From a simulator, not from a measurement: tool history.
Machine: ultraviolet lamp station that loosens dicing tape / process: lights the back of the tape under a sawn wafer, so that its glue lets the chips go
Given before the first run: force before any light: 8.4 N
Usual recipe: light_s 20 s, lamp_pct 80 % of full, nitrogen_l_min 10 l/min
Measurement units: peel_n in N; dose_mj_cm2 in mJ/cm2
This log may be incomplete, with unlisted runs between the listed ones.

{"run": 1, "hour": 0.0, "light_s": 20, "lamp_pct": 80, "nitrogen_l_min": 10, "peel_n": 1.351, "dose_mj_cm2": 218}
{"run": 2, "hour": 6.1, "light_s": 20, "lamp_pct": 80, "nitrogen_l_min": 10, "peel_n": 1.328, "dose_mj_cm2": 212}
{"run": 3, "hour": 15.3, "light_s": 20, "lamp_pct": 80, "nitrogen_l_min": 16, "peel_n": 1.028, "dose_mj_cm2": 215}
{"run": 4, "hour": 19.0, "light_s": 20, "lamp_pct": 80, "nitrogen_l_min": 10, "peel_n": 1.319, "dose_mj_cm2": 217}
{"run": 5, "hour": 24.8, "light_s": 20, "lamp_pct": 80, "nitrogen_l_min": 7, "peel_n": 1.501, "dose_mj_cm2": 214}
{"run": 6, "hour": 32.8, "light_s": 20, "lamp_pct": 80, "nitrogen_l_min": 7, "peel_n": 1.626, "dose_mj_cm2": 217}
{"hour": 34.7, "done": "window cleaned of glue's vapour"}
{"run": 7, "hour": 39.0, "light_s": 20, "lamp_pct": 80, "nitrogen_l_min": 7, "peel_n": 1.258, "dose_mj_cm2": 244}
{"run": 8, "hour": 45.4, "light_s": 20, "lamp_pct": 80, "nitrogen_l_min": 7, "peel_n": 1.262, "dose_mj_cm2": 248}
{"run": 9, "hour": 52.9, "light_s": 20, "lamp_pct": 83, "nitrogen_l_min": 10, "peel_n": 0.979, "dose_mj_cm2": 252}
{"run": 10, "hour": 60.7, "light_s": 20, "lamp_pct": 83, "nitrogen_l_min": 10, "peel_n": 0.975, "dose_mj_cm2": 255}
{"run": 11, "hour": 68.6, "light_s": 19, "lamp_pct": 71, "nitrogen_l_min": 4, "peel_n": 2.288, "dose_mj_cm2": 208}
{"run": 12, "hour": 76.7, "light_s": 19, "lamp_pct": 71, "nitrogen_l_min": 4, "peel_n": 2.223, "dose_mj_cm2": 206}
{"run": 13, "hour": 81.1, "light_s": 39, "lamp_pct": 88, "nitrogen_l_min": 10, "peel_n": 0.151, "dose_mj_cm2": 526}
{"run": 14, "hour": 86.2, "light_s": 39, "lamp_pct": 88, "nitrogen_l_min": 10, "peel_n": 0.133, "dose_mj_cm2": 524}
{"run": 15, "hour": 89.9, "light_s": 20, "lamp_pct": 64, "nitrogen_l_min": 6, "peel_n": 1.995, "dose_mj_cm2": 193}
{"run": 16, "hour": 97.4, "light_s": 19, "lamp_pct": 62, "nitrogen_l_min": 10, "peel_n": 1.791, "dose_mj_cm2": 178}
{"run": 17, "hour": 104.6, "light_s": 25, "lamp_pct": 78, "nitrogen_l_min": 11, "peel_n": 0.681, "dose_mj_cm2": 297}
{"run": 18, "hour": 112.0, "light_s": 25, "lamp_pct": 78, "nitrogen_l_min": 11, "peel_n": 0.64, "dose_mj_cm2": 294}
{"run": 19, "hour": 117.1, "light_s": 37, "lamp_pct": 68, "nitrogen_l_min": 11, "peel_n": 0.326, "dose_mj_cm2": 381}
{"run": 20, "hour": 122.4, "light_s": 14, "lamp_pct": 68, "nitrogen_l_min": 4, "peel_n": 3.371, "dose_mj_cm2": 143}

Below, each run's measurement less what the same run would have read without the hidden state. Both values contain the same run-to-run variation, but the gauge's scatter may not be the same in both:
The hidden state here: lamp's light, % of a new lamp's; light that the window lets through, % of a clean one's; drift of the gauge itself on peel_n, %; drift of the gauge itself on dose_mj_cm2, %.
run=1 peel_n=+0.365 dose_mj_cm2=-38
run=2 peel_n=+0.362 dose_mj_cm2=-38
run=3 peel_n=+0.313 dose_mj_cm2=-39
run=4 peel_n=+0.368 dose_mj_cm2=-40
run=5 peel_n=+0.392 dose_mj_cm2=-40
run=6 peel_n=+0.430 dose_mj_cm2=-41
run=7 peel_n=+0.071 dose_mj_cm2=-8
run=8 peel_n=+0.075 dose_mj_cm2=-9
run=9 peel_n=+0.071 dose_mj_cm2=-9
run=10 peel_n=+0.074 dose_mj_cm2=-10
run=11 peel_n=+0.119 dose_mj_cm2=-8
run=12 peel_n=+0.123 dose_mj_cm2=-9
run=13 peel_n=+0.016 dose_mj_cm2=-24
run=14 peel_n=+0.017 dose_mj_cm2=-24
run=15 peel_n=+0.131 dose_mj_cm2=-10
run=16 peel_n=+0.131 dose_mj_cm2=-9
run=17 peel_n=+0.080 dose_mj_cm2=-15
run=18 peel_n=+0.079 dose_mj_cm2=-16
run=19 peel_n=+0.049 dose_mj_cm2=-21
run=20 peel_n=+0.178 dose_mj_cm2=-8
